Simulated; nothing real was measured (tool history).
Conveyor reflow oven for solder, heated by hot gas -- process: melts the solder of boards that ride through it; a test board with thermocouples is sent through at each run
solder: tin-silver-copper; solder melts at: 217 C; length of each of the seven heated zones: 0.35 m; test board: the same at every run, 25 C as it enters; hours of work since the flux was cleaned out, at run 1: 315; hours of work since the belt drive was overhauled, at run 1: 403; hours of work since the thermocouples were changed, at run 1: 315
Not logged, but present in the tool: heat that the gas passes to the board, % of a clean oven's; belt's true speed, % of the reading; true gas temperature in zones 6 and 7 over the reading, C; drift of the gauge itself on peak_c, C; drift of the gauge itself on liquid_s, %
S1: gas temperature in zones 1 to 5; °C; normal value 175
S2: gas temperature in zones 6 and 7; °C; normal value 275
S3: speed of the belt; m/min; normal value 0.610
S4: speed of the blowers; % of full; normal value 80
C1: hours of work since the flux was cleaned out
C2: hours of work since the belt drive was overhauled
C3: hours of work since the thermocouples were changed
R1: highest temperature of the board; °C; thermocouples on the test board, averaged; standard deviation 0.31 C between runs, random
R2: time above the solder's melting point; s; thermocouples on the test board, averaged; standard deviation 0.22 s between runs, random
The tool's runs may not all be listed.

run,hour,S1,S2,S3,S4,C1,C2,C3,R1,R2
1,0.0,175,275,0.610,80,315,403,315,254.3,52.4
2,10.9,175,275,0.610,80,322,410,322,254.0,52.4
3,22.5,175,275,0.610,80,329,417,329,254.0,52.6
4,36.3,175,275,0.610,80,338,425,338,253.7,52.5
5,49.9,175,275,0.610,71,346,434,346,251.2,50.4
6,58.4,175,275,0.610,58,351,439,351,247.4,46.6
7,68.0,175,275,0.610,88,357,445,357,255.6,53.5
8,77.7,175,275,0.610,88,363,451,363,255.1,53.5
9,91.0,175,275,0.610,88,371,459,371,255.2,53.9
10,102.5,175,275,0.610,88,378,466,378,254.7,53.6
11,115.5,175,275,0.610,88,386,474,386,255.0,53.2
12,127.7,175,275,0.610,88,394,481,394,254.9,53.5
# hour 140.4: flux residue cleaned out of gas plates and filters
13,144.8,175,275,0.610,88,3,489,401,258.1,56.0
14,150.9,175,275,0.610,88,6,493,405,258.1,55.9
15,163.9,175,275,0.610,80,14,501,413,255.9,54.5
16,176.6,175,275,0.610,80,22,508,421,255.8,54.9
17,184.9,165,275,0.501,80,27,513,426,261.3,67.2
18,198.5,165,275,0.501,80,36,522,434,261.0,67.3
19,211.0,172,276,0.664,57,43,529,442,245.4,40.5
20,224.1,175,269,0.583,71,51,537,450,249.7,53.1
21,235.4,175,269,0.583,71,58,544,457,250.4,52.9
22,245.0,170,279,0.611,80,64,550,463,258.2,54.4
23,251.5,175,275,0.504,77,68,554,467,260.9,70.9
24,262.2,188,289,0.644,70,75,561,473,265.5,60.1
25,273.0,188,289,0.644,70,81,567,480,265.5,59.9
26,281.8,188,289,0.644,70,87,573,485,265.5,60.1
27,290.1,163,273,0.591,80,92,578,490,252.7,50.4
28,296.8,163,269,0.652,80,96,582,494,245.1,40.2
29,310.5,163,269,0.652,80,104,590,503,245.8,40.6
30,317.0,163,269,0.652,81,108,594,507,245.6,40.1
31,330.2,184,282,0.610,65,116,603,515,259.3,58.6

Selected run-to-run steps in R1, each split into two signed amounts: the part the tool would show with no hidden state at all (from settings, incoming material and random variation), and the remainder, which goes to the hidden state together with any gauge scatter not common to the measured and the hidden-state-free results:
Run 6 -> 7: S4 58 -> 88. R1 +8.2 °C: hidden state -0.5, all else +8.7.
Run 12 -> 13: flux residue cleaned out of gas plates and filters. R1 +3.2 °C: hidden state +3.2, all else +0.0.
Run 18 -> 19: S1 165 -> 172, S2 275 -> 276, S3 0.501 -> 0.664, S4 80 -> 57. R1 -15.6 °C: hidden state +0.3, all else -15.9.
Run 26 -> 27: S1 188 -> 163, S2 289 -> 273, S3 0.644 -> 0.591, S4 70 -> 80. R1 -12.8 °C: hidden state -0.3, all else -12.5.
Run 30 -> 31: S1 163 -> 184, S2 269 -> 282, S3 0.652 -> 0.610, S4 81 -> 65. R1 +13.7 °C: hidden state +0.0, all else +13.7.
